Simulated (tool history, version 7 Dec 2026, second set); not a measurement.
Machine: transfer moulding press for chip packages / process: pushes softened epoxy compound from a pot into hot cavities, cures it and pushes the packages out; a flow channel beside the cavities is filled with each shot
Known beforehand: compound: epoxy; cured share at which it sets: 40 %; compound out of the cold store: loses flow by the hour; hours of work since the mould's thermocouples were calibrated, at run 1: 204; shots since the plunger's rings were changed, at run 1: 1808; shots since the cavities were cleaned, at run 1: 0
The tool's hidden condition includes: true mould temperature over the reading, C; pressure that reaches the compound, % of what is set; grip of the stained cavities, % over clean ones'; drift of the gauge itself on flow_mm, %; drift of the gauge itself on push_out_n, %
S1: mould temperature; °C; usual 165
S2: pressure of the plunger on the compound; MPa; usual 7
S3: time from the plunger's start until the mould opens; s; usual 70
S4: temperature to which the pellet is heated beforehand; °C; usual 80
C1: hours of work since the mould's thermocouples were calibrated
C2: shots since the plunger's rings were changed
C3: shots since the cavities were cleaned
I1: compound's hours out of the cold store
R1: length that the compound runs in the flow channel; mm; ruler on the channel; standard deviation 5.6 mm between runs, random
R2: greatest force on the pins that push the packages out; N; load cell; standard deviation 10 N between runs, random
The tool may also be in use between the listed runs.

{"run": 1, "hour": 0.0, "S1": 165, "S2": 7, "S3": 70, "S4": 80, "C1": 204, "C2": 1808, "C3": 0, "I1": 19.8, "R1": 612, "R2": 534}
{"run": 2, "hour": 25.1, "S1": 165, "S2": 7, "S3": 70, "S4": 80, "C1": 220, "C2": 2167, "C3": 359, "I1": 34.4, "R1": 573, "R2": 718}
{"hour": 40.4, "done": "cavities cleaned with cleaning compound and waxed"}
{"run": 3, "hour": 51.4, "S1": 165, "S2": 7, "S3": 70, "S4": 80, "C1": 237, "C2": 2522, "C3": 158, "I1": 12.2, "R1": 631, "R2": 655}
{"run": 4, "hour": 72.4, "S1": 164, "S2": 7, "S3": 70, "S4": 80, "C1": 250, "C2": 2822, "C3": 458, "I1": 22.2, "R1": 593, "R2": 817}
{"hour": 80.5, "done": "cavities cleaned with cleaning compound and waxed"}
{"run": 5, "hour": 84.8, "S1": 165, "S2": 7, "S3": 70, "S4": 80, "C1": 257, "C2": 2978, "C3": 62, "I1": 24.4, "R1": 592, "R2": 582}
{"run": 6, "hour": 105.6, "S1": 165, "S2": 7, "S3": 70, "S4": 80, "C1": 271, "C2": 3275, "C3": 359, "I1": 16.2, "R1": 609, "R2": 743}
{"hour": 119.6, "done": "cavities cleaned with cleaning compound and waxed"}
{"run": 7, "hour": 132.2, "S1": 165, "S2": 7, "S3": 70, "S4": 80, "C1": 287, "C2": 3634, "C3": 180, "I1": 26.7, "R1": 582, "R2": 636}
{"run": 8, "hour": 149.6, "S1": 165, "S2": 7, "S3": 70, "S4": 80, "C1": 299, "C2": 3882, "C3": 428, "I1": 47.7, "R1": 535, "R2": 710}
{"hour": 160.0, "done": "cavities cleaned with cleaning compound and waxed"}
{"run": 9, "hour": 177.0, "S1": 165, "S2": 7, "S3": 70, "S4": 70, "C1": 316, "C2": 4253, "C3": 243, "I1": 35.2, "R1": 553, "R2": 689}
{"hour": 198.9, "done": "cavities cleaned with cleaning compound and waxed"}
{"run": 10, "hour": 201.6, "S1": 165, "S2": 7, "S3": 70, "S4": 70, "C1": 331, "C2": 4584, "C3": 39, "I1": 28.4, "R1": 562, "R2": 554}
{"run": 11, "hour": 214.5, "S1": 165, "S2": 7, "S3": 70, "S4": 79, "C1": 339, "C2": 4769, "C3": 224, "I1": 12.3, "R1": 599, "R2": 711}
{"run": 12, "hour": 230.9, "S1": 165, "S2": 7, "S3": 70, "S4": 79, "C1": 350, "C2": 5002, "C3": 457, "I1": 45.6, "R1": 527, "R2": 750}
{"hour": 238.4, "done": "cavities cleaned with cleaning compound and waxed"}
{"hour": 242.2, "done": "plunger's sealing rings changed"}
{"run": 13, "hour": 252.7, "S1": 165, "S2": 7, "S3": 70, "S4": 79, "C1": 362, "C2": 151, "C3": 170, "I1": 9.4, "R1": 670, "R2": 651}
{"run": 14, "hour": 265.5, "S1": 165, "S2": 7, "S3": 70, "S4": 79, "C1": 370, "C2": 334, "C3": 353, "I1": 35.4, "R1": 604, "R2": 729}
{"hour": 281.1, "done": "cavities cleaned with cleaning compound and waxed"}
{"run": 15, "hour": 291.5, "S1": 169, "S2": 8.62, "S3": 101, "S4": 79, "C1": 386, "C2": 683, "C3": 148, "I1": 41.5, "R1": 643, "R2": 458}
{"run": 16, "hour": 317.6, "S1": 165, "S2": 5.38, "S3": 75, "S4": 80, "C1": 403, "C2": 1057, "C3": 522, "I1": 46.8, "R1": 495, "R2": 693}
{"hour": 321.1, "done": "mould's thermocouples calibrated"}
{"hour": 322.6, "done": "cavities cleaned with cleaning compound and waxed"}
{"run": 17, "hour": 345.2, "S1": 171, "S2": 6.35, "S3": 75, "S4": 80, "C1": 15, "C2": 1401, "C3": 323, "I1": 41.6, "R1": 534, "R2": 527}
{"run": 18, "hour": 359.9, "S1": 165, "S2": 7.66, "S3": 70, "S4": 80, "C1": 24, "C2": 1611, "C3": 533, "I1": 18, "R1": 655, "R2": 828}
{"hour": 363.7, "done": "cavities cleaned with cleaning compound and waxed"}
{"run": 19, "hour": 388.0, "S1": 166, "S2": 5.69, "S3": 94, "S4": 81, "C1": 42, "C2": 1992, "C3": 348, "I1": 40.4, "R1": 510, "R2": 516}
{"hour": 400.8, "done": "mould's thermocouples calibrated, once more"}
{"hour": 404.7, "done": "cavities cleaned with cleaning compound and waxed"}
{"run": 20, "hour": 407.5, "S1": 162, "S2": 7.08, "S3": 54, "S4": 80, "C1": 3, "C2": 2221, "C3": 40, "I1": 12, "R1": 636, "R2": 1225}
{"run": 21, "hour": 422.5, "S1": 162, "S2": 7.08, "S3": 54, "S4": 76, "C1": 13, "C2": 2435, "C3": 254, "I1": 24.4, "R1": 610, "R2": 1433}
{"run": 22, "hour": 433.9, "S1": 162, "S2": 7.08, "S3": 54, "S4": 76, "C1": 21, "C2": 2599, "C3": 418, "I1": 8.7, "R1": 652, "R2": 1704}
{"hour": 443.6, "done": "cavities cleaned with cleaning compound and waxed"}
{"run": 23, "hour": 461.7, "S1": 162, "S2": 7.08, "S3": 54, "S4": 76, "C1": 38, "C2": 2974, "C3": 259, "I1": 23.1, "R1": 615, "R2": 1446}
{"run": 24, "hour": 479.4, "S1": 157, "S2": 7.08, "S3": 54, "S4": 76, "C1": 49, "C2": 3227, "C3": 512, "I1": 14.4, "R1": 648, "R2": 2328}
{"hour": 482.5, "done": "cavities cleaned with cleaning compound and waxed"}
{"run": 25, "hour": 502.0, "S1": 165, "S2": 7.73, "S3": 70, "S4": 81, "C1": 63, "C2": 3529, "C3": 279, "I1": 29.3, "R1": 603, "R2": 649}
{"hour": 522.0, "done": "cavities cleaned with cleaning compound and waxed"}
{"run": 26, "hour": 529.6, "S1": 165, "S2": 8.13, "S3": 70, "S4": 80, "C1": 80, "C2": 3902, "C3": 108, "I1": 27.8, "R1": 617, "R2": 546}
{"run": 27, "hour": 541.5, "S1": 168, "S2": 8.13, "S3": 70, "S4": 88, "C1": 88, "C2": 4073, "C3": 279, "I1": 46.7, "R1": 568, "R2": 555}

Predict each of these 5 candidate next runs independently; none follows another, all start after run 27:
{"run": "A", "hour": 554.4, "S1": 168, "S2": 5.7, "S3": 70, "S4": 74, "C1": 97, "C2": 4257, "C3": 463, "I1": 41.8, "R1": "?", "R2": "?"}
{"run": "B", "hour": 554.4, "S1": 168, "S2": 6.62, "S3": 64, "S4": 88, "C1": 97, "C2": 4257, "C3": 463, "I1": 11.7, "R1": "?", "R2": "?"}
{"run": "C", "hour": 554.4, "S1": 166, "S2": 7.48, "S3": 97, "S4": 88, "C1": 97, "C2": 4257, "C3": 463, "I1": 46.4, "R1": "?", "R2": "?"}
{"run": "D", "hour": 554.4, "S1": 162, "S2": 5.33, "S3": 82, "S4": 88, "C1": 97, "C2": 4257, "C3": 463, "I1": 22.3, "R1": "?", "R2": "?"}
{"run": "E", "hour": 554.4, "S1": 158, "S2": 8.13, "S3": 70, "S4": 81, "C1": 97, "C2": 4257, "C3": 463, "I1": 33.6, "R1": "?", "R2": "?"}

run=A R1=474 R2=624
run=B R1=583 R2=735
run=C R1=556 R2=564
run=D R1=518 R2=667
run=E R1=621 R2=1196
Without the tool's hidden state the same runs would have given:
run=A R1=520 R2=420
run=B R1=639 R2=497
run=C R1=610 R2=378
run=D R1=568 R2=448
run=E R1=681 R2=801
